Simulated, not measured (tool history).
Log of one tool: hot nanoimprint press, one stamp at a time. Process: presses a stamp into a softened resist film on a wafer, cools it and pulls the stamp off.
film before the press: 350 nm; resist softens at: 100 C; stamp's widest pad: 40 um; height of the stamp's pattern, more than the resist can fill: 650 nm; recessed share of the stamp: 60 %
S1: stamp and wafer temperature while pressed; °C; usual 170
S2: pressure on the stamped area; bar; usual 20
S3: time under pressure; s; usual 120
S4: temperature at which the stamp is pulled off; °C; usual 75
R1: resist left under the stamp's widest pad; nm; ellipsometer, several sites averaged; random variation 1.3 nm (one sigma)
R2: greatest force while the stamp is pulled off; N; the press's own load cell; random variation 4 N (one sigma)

{"run": 1, "hour": 0.0, "S1": 170, "S2": 20, "S3": 120, "S4": 75, "R1": 202.6, "R2": 224}
{"run": 2, "hour": 48.6, "S1": 170, "S2": 20, "S3": 120, "S4": 75, "R1": 200.8, "R2": 228}
{"run": 3, "hour": 89.6, "S1": 170, "S2": 20, "S3": 120, "S4": 75, "R1": 198.5, "R2": 239}
{"run": 4, "hour": 128.8, "S1": 170, "S2": 20, "S3": 120, "S4": 75, "R1": 198.5, "R2": 244}
{"run": 5, "hour": 183.6, "S1": 170, "S2": 20, "S3": 120, "S4": 75, "R1": 197.1, "R2": 252}
{"run": 6, "hour": 230.3, "S1": 170, "S2": 20, "S3": 120, "S4": 75, "R1": 200.1, "R2": 253}
{"run": 7, "hour": 260.4, "S1": 170, "S2": 20, "S3": 120, "S4": 75, "R1": 197.8, "R2": 255}
{"hour": 289.1, "done": "stamp cleaned and given a new release coat"}
{"run": 8, "hour": 299.0, "S1": 170, "S2": 20, "S3": 179, "S4": 75, "R1": 172.9, "R2": 193}
{"run": 9, "hour": 344.4, "S1": 170, "S2": 20, "S3": 129, "S4": 75, "R1": 192.6, "R2": 196}
{"run": 10, "hour": 390.0, "S1": 179, "S2": 20, "S3": 120, "S4": 75, "R1": 161.6, "R2": 204}
{"run": 11, "hour": 421.2, "S1": 179, "S2": 20, "S3": 120, "S4": 75, "R1": 161, "R2": 215}
{"hour": 463.1, "done": "plate thermocouple calibrated"}
{"run": 12, "hour": 478.3, "S1": 179, "S2": 20, "S3": 120, "S4": 75, "R1": 168.9, "R2": 221}
{"run": 13, "hour": 527.8, "S1": 179, "S2": 20, "S3": 121, "S4": 75, "R1": 168.5, "R2": 236}
{"run": 14, "hour": 558.8, "S1": 170, "S2": 20, "S3": 120, "S4": 75, "R1": 203.1, "R2": 235}
{"run": 15, "hour": 609.1, "S1": 163, "S2": 20, "S3": 120, "S4": 75, "R1": 239.2, "R2": 234}
{"run": 16, "hour": 660.5, "S1": 182, "S2": 25.1, "S3": 77, "S4": 63, "R1": 164, "R2": 294}
{"run": 17, "hour": 692.8, "S1": 170, "S2": 28.6, "S3": 124, "S4": 62, "R1": 173.6, "R2": 304}
{"run": 18, "hour": 718.7, "S1": 163, "S2": 28.6, "S3": 124, "S4": 63, "R1": 208.9, "R2": 296}
{"hour": 759.8, "done": "stamp cleaned and given a new release coat"}
{"run": 19, "hour": 781.6, "S1": 163, "S2": 28.6, "S3": 124, "S4": 63, "R1": 208.9, "R2": 231}
{"run": 20, "hour": 813.4, "S1": 163, "S2": 28.6, "S3": 124, "S4": 63, "R1": 208.8, "R2": 237}
{"run": 21, "hour": 838.1, "S1": 160, "S2": 20, "S3": 83, "S4": 76, "R1": 268.9, "R2": 201}
{"run": 22, "hour": 867.5, "S1": 172, "S2": 20, "S3": 73, "S4": 80, "R1": 225.2, "R2": 190}
{"run": 23, "hour": 907.7, "S1": 180, "S2": 20.3, "S3": 120, "S4": 75, "R1": 161.3, "R2": 216}
{"run": 24, "hour": 966.8, "S1": 180, "S2": 20.3, "S3": 120, "S4": 75, "R1": 160.1, "R2": 216}
{"run": 25, "hour": 999.4, "S1": 180, "S2": 20.3, "S3": 120, "S4": 75, "R1": 159.3, "R2": 232}
{"run": 26, "hour": 1046.7, "S1": 180, "S2": 20.3, "S3": 213, "S4": 80, "R1": 128.6, "R2": 210}
{"run": 27, "hour": 1076.9, "S1": 169, "S2": 13.9, "S3": 120, "S4": 75, "R1": 233.3, "R2": 243}
{"hour": 1106.0, "done": "plate thermocouple calibrated"}
{"run": 28, "hour": 1119.9, "S1": 173, "S2": 15.8, "S3": 195, "S4": 75, "R1": 182.1, "R2": 245}
{"run": 29, "hour": 1147.1, "S1": 173, "S2": 15.8, "S3": 195, "S4": 75, "R1": 180.4, "R2": 259}

The same runs without the tool's hidden state, with the same run-to-run variation:
The hidden state here: true temperature over the reading, C; pressure that arrives at the usual setting, %; grip of the stamp's worn release coat, % over a new coat's; drift of the gauge itself on residual_nm, %; drift of the gauge itself on pull_off_n, %.
run=1 R1=204.3 R2=198
run=2 R1=202.9 R2=195
run=3 R1=201 R2=200
run=4 R1=201.4 R2=199
run=5 R1=200.5 R2=199
run=6 R1=204 R2=194
run=7 R1=201.9 R2=192
run=8 R1=177.2 R2=196
run=9 R1=197.4 R2=193
run=10 R1=165.4 R2=194
run=11 R1=165 R2=201
run=12 R1=165.4 R2=193
run=13 R1=165.4 R2=199
run=14 R1=200.1 R2=194
run=15 R1=236.9 R2=187
run=16 R1=160.8 R2=227
run=17 R1=170 R2=230
run=18 R1=205.8 R2=221
run=19 R1=206.3 R2=229
run=20 R1=206.5 R2=230
run=21 R1=269.1 R2=192
run=22 R1=224.7 R2=178
run=23 R1=160.6 R2=197
run=24 R1=159.7 R2=190
run=25 R1=159.1 R2=200
run=26 R1=128.7 R2=175
run=27 R1=236.8 R2=198
run=28 R1=179.2 R2=191
run=29 R1=177.7 R2=199
